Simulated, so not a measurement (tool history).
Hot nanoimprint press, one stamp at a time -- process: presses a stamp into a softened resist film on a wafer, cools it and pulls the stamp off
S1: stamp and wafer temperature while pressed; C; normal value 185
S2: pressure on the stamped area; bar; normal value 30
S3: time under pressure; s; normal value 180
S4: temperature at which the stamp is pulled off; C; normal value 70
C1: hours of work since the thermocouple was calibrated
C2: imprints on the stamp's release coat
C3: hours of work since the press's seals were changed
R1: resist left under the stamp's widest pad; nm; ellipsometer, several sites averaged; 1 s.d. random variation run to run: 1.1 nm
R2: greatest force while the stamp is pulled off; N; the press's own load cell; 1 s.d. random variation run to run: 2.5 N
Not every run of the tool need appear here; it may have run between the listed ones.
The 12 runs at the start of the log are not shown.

| run | hour | S1 | S2 | S3 | S4 | C1 | C2 | C3 | R1 | R2 |
|---|---|---|---|---|---|---|---|---|---|---|
| 13 | 271.2 | 185 | 30.9 | 180 | 70 | 318 | 703 | 525 | 158 | 122 |
|  | 290.5 | plate thermocouple calibrated |
| 14 | 305.7 | 185 | 30.9 | 180 | 70 | 10 | 821 | 546 | 157.9 | 126 |
| 15 | 327.3 | 185 | 25.5 | 180 | 70 | 24 | 901 | 560 | 174.8 | 122 |
|  | 340.4 | stamp cleaned and given a new release coat |
| 16 | 364.2 | 197 | 34.3 | 180 | 72 | 45 | 89 | 580 | 87.3 | 116 |
| 17 | 389.2 | 178 | 30 | 222 | 70 | 61 | 183 | 597 | 206.3 | 121 |
| 18 | 414 | 178 | 30 | 222 | 70 | 78 | 275 | 613 | 204.8 | 129 |
| 19 | 434.5 | 182 | 19.5 | 125 | 75 | 91 | 352 | 627 | 252.5 | 108 |
| 20 | 449.2 | 179 | 30 | 180 | 70 | 101 | 407 | 637 | 211.5 | 127 |
| 21 | 464.8 | 179 | 30 | 180 | 70 | 111 | 465 | 647 | 210.5 | 127 |
| 22 | 497.7 | 179 | 42.1 | 180 | 70 | 133 | 588 | 669 | 180.1 | 124 |
| 23 | 530.4 | 179 | 42.1 | 180 | 70 | 154 | 710 | 690 | 175.9 | 123 |
| 24 | 553.6 | 185 | 47 | 90 | 70 | 170 | 797 | 705 | 165.8 | 126 |
| 25 | 573.4 | 185 | 47 | 90 | 70 | 183 | 871 | 719 | 166.7 | 123 |
|  | 593.6 | stamp cleaned and given a new release coat |
| 26 | 612.7 | 196 | 30 | 180 | 66 | 205 | 71 | 740 | 98.6 | 134 |
| 27 | 629 | 196 | 30 | 187 | 66 | 215 | 132 | 751 | 97.1 | 137 |
| 28 | 653.3 | 185 | 37.2 | 287 | 69 | 232 | 223 | 767 | 120.2 | 133 |
| 29 | 676.4 | 185 | 36.4 | 279 | 65 | 247 | 309 | 783 | 124.9 | 137 |
| 30 | 698.7 | 193 | 30 | 180 | 70 | 262 | 393 | 797 | 112.3 | 124 |

Branching from run 30: 3 alternative next runs. What would each branch give?
| A | 717.5 | 178 | 30 | 180 | 75 | 274 | 463 | 810 | ? | ? |
| B | 717.5 | 185 | 30 | 241 | 70 | 274 | 463 | 810 | ? | ? |
| C | 717.5 | 187 | 30 | 230 | 70 | 274 | 463 | 810 | ? | ? |

| run | R1 | R2 |
|---|---|---|
| A | 222.5 | 115 |
| B | 144.7 | 117 |
| C | 135.5 | 125 |
What these runs would have given with no unlogged condition in the tool:
| run | R1 | R2 |
|---|---|---|
| A | 221.9 | 115 |
| B | 144.2 | 116 |
| C | 135 | 125 |

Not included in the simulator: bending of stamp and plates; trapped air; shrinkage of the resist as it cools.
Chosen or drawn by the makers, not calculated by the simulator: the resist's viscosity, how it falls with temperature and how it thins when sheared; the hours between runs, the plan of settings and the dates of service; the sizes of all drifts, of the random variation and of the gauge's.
